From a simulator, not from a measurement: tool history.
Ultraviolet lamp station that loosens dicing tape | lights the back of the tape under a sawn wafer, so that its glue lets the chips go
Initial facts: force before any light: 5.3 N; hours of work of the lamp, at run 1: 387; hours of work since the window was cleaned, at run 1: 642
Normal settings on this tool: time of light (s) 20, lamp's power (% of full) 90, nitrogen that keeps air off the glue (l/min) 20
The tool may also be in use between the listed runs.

run,day,time of light (s),lamp's power (% of full),nitrogen that keeps air off the glue (l/min),hours of work of the lamp,hours of work since the window was cleaned,force that peels the tape off (N),light that reached the tape (J/m2)
1,0.000,20,90,20,387,642,0.345,3410
2,1.971,20,75,20,415,669,0.516,2850
# day 3.029: window cleaned of glue's vapour
3,3.733,20,75,20,439,10,0.533,2880
4,5.171,20,90,20,459,30,0.348,3460
5,6.096,20,90,20,472,43,0.349,3460
6,7.917,12,90,20,497,68,0.971,2070
7,9.321,12,90,20,517,88,0.975,2070
8,11.400,17,90,20,546,117,0.508,2930
9,12.712,17,90,20,564,135,0.507,2910
10,14.429,30,90,20,588,159,0.134,5160
11,16.254,30,90,20,614,185,0.126,5180
12,17.354,20,90,20,629,200,0.349,3470
13,18.362,20,90,20,643,214,0.350,3460
14,20.579,20,90,20,674,245,0.345,3420
15,22.492,20,90,20,701,272,0.353,3490
16,24.704,20,90,20,732,303,0.355,3450
17,26.379,20,90,20,755,326,0.348,3440
18,28.067,20,90,16,779,350,0.416,3490
19,29.346,13,90,11,797,368,1.192,2240
20,31.542,18,90,11,827,398,0.672,3120
21,33.233,18,90,11,851,422,0.660,3080
22,34.671,18,90,11,871,442,0.661,3090
23,36.800,16,90,7,901,472,1.041,2790
24,38.104,16,90,7,919,490,1.012,2760
25,40.183,16,90,7,948,519,1.083,2750
26,41.571,23,99,30,967,538,0.153,4300
27,42.592,11,68,20,982,553,1.589,1410
28,44.825,11,83,37,1013,584,1.048,1710
29,46.475,35,90,32,1036,607,0.078,6030
30,48.133,20,84,20,1059,630,0.417,3230
31,49.304,23,95,13,1075,646,0.306,4100
32,51.146,20,73,20,1101,672,0.568,2760
# day 52.054: window cleaned of glue's vapour
33,52.529,20,73,6,1120,7,1.146,2800
34,54.433,17,78,6,1147,33,1.291,2510
35,56.592,12,78,6,1177,63,1.934,1750
36,58.550,29,81,10,1204,91,0.294,4480

4 options for the next run, each taken on its own from the tool as it stands now. Forecast them:
A,59.729,17,69,7,1221,107,?,?
B,59.729,20,82,20,1221,107,?,?
C,59.729,34,90,11,1221,107,?,?
D,59.729,38,90,20,1221,107,?,?

run,force that peels the tape off (N),light that reached the tape (J/m2)
A,1.432,2260
B,0.450,3110
C,0.149,5820
D,0.082,6550
Had the tool no hidden state, the same runs would have come out as:
run,force that peels the tape off (N),light that reached the tape (J/m2)
A,1.425,2270
B,0.447,3120
C,0.148,5840
D,0.082,6570
